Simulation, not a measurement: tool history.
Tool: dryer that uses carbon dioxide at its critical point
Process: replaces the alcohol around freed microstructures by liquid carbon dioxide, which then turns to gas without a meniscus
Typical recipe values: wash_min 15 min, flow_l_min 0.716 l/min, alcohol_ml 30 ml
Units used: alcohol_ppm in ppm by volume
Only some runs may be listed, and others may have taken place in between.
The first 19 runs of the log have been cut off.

| run | hour | wash_min | flow_l_min | alcohol_ml | hours of work since the filter was changed | hours of work since the purifier's bed was changed | alcohol_ppm |
|---|---|---|---|---|---|---|---|
| 20 | 424 | 15 | 0.716 | 30 | 432 | 913 | 695 |
| 21 | 454.4 | 15 | 0.716 | 30 | 447 | 929 | 691 |
| 22 | 487 | 15 | 0.991 | 30 | 464 | 946 | 345 |
| 23 | 508.5 | 15 | 0.991 | 98 | 475 | 957 | 702 |
| 24 | 527 | 18 | 0.886 | 45 | 485 | 966 | 363 |
| 25 | 546.7 | 18 | 0.886 | 45 | 495 | 977 | 363 |
| 26 | 578.8 | 15 | 0.443 | 31 | 511 | 993 | 2232 |
| 27 | 611.6 | 15 | 0.443 | 31 | 528 | 1010 | 2280 |
| 28 | 627.9 | 14 | 0.789 | 118 | 537 | 1018 | 2289 |
| 29 | 652.5 | 20 | 0.716 | 40 | 549 | 1031 | 468 |
| 30 | 676.2 | 20 | 0.716 | 40 | 562 | 1043 | 484 |
|  | 681.1 | inlet filter changed |
| 31 | 699.6 | 17 | 0.835 | 110 | 10 | 1055 | 558 |
| 32 | 731.9 | 13 | 0.502 | 43 | 26 | 1072 | 2323 |
| 33 | 752.9 | 13 | 0.502 | 43 | 37 | 1082 | 2391 |
| 34 | 777.8 | 11 | 0.441 | 30 | 50 | 1095 | 2870 |
| 35 | 809.2 | 15 | 0.513 | 52 | 66 | 1111 | 1916 |
| 36 | 843.6 | 15 | 0.513 | 52 | 84 | 1129 | 1922 |

Run 37, settings as shown, results not yet in. Your forecast:
| 37 | 867.9 | 21 | 1.052 | 40 | 96 | 1142 | ? |

{"run 37": {"alcohol_ppm": 222}}
Were there no unlogged condition in the tool, this run, its random variation unchanged, would have produced alcohol_ppm 5 ppm by volume.
